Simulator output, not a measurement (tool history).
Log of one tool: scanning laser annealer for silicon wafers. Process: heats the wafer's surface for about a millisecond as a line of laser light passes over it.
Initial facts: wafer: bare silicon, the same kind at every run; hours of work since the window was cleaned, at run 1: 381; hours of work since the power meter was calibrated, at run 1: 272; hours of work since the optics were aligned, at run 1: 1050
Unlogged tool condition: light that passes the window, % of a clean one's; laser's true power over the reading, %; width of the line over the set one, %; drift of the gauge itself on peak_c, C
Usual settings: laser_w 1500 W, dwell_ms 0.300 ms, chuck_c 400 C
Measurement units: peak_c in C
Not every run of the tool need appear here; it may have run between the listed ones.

run,day,laser_w,dwell_ms,chuck_c,hours of work since the window was cleaned,hours of work since the power meter was calibrated,hours of work since the optics were aligned,peak_c
1,0.000,1500,0.300,400,381,272,1050,1216
2,0.521,1500,0.300,400,387,277,1055,1212
3,1.133,1393,0.300,400,392,283,1061,1148
4,1.850,1393,0.300,400,399,290,1068,1150
5,2.575,1393,0.300,400,406,297,1075,1152
6,3.208,1500,0.300,366,413,303,1081,1184
7,3.562,1500,0.300,366,416,306,1084,1180
8,3.938,1500,0.300,366,420,310,1088,1182
9,4.625,1500,0.300,366,426,317,1094,1183
10,5.033,1500,0.300,366,430,321,1098,1182
11,5.629,1500,0.300,366,436,326,1104,1182
12,6.158,1500,0.300,366,441,332,1109,1181
13,6.629,1500,0.300,366,446,336,1114,1179
14,7.279,1500,0.300,366,452,342,1120,1179
15,7.983,1500,0.300,366,459,349,1127,1182
16,8.746,1500,0.300,366,466,357,1134,1184
17,9.312,1333,0.321,372,472,362,1140,1112
18,9.946,1376,0.222,429,478,368,1146,1070
19,10.375,1473,0.300,400,482,372,1150,1200
20,11.138,1397,0.376,427,490,380,1158,1270
21,11.879,1397,0.376,427,497,387,1165,1269
22,12.358,1309,0.265,408,501,392,1170,1070
# day 12.762: window over the wafer cleaned
23,13.158,1388,0.265,421,4,399,1176,1128
24,13.642,1388,0.265,421,9,403,1181,1127
25,14.179,1388,0.265,421,14,409,1186,1128
26,14.758,1296,0.246,407,19,414,1192,1035
27,15.158,1521,0.351,393,23,418,1196,1291
28,16.029,1500,0.362,399,32,427,1204,1294
29,16.771,1500,0.362,399,39,434,1212,1299

Predict each of these 5 candidate next runs independently; none follows another, all start after run 29:
A,17.279,1500,0.356,360,44,439,1216,?
B,17.279,1466,0.237,405,44,439,1216,?
C,17.279,1288,0.300,378,44,439,1216,?
D,17.279,1500,0.256,399,44,439,1216,?
E,17.279,1466,0.321,418,44,439,1216,?

run,peak_c
A,1252
B,1114
C,1070
D,1154
E,1238
With the hidden condition removed and each run's random variation left untouched, the same runs would have given:
run,peak_c
A,1252
B,1114
C,1070
D,1155
E,1239

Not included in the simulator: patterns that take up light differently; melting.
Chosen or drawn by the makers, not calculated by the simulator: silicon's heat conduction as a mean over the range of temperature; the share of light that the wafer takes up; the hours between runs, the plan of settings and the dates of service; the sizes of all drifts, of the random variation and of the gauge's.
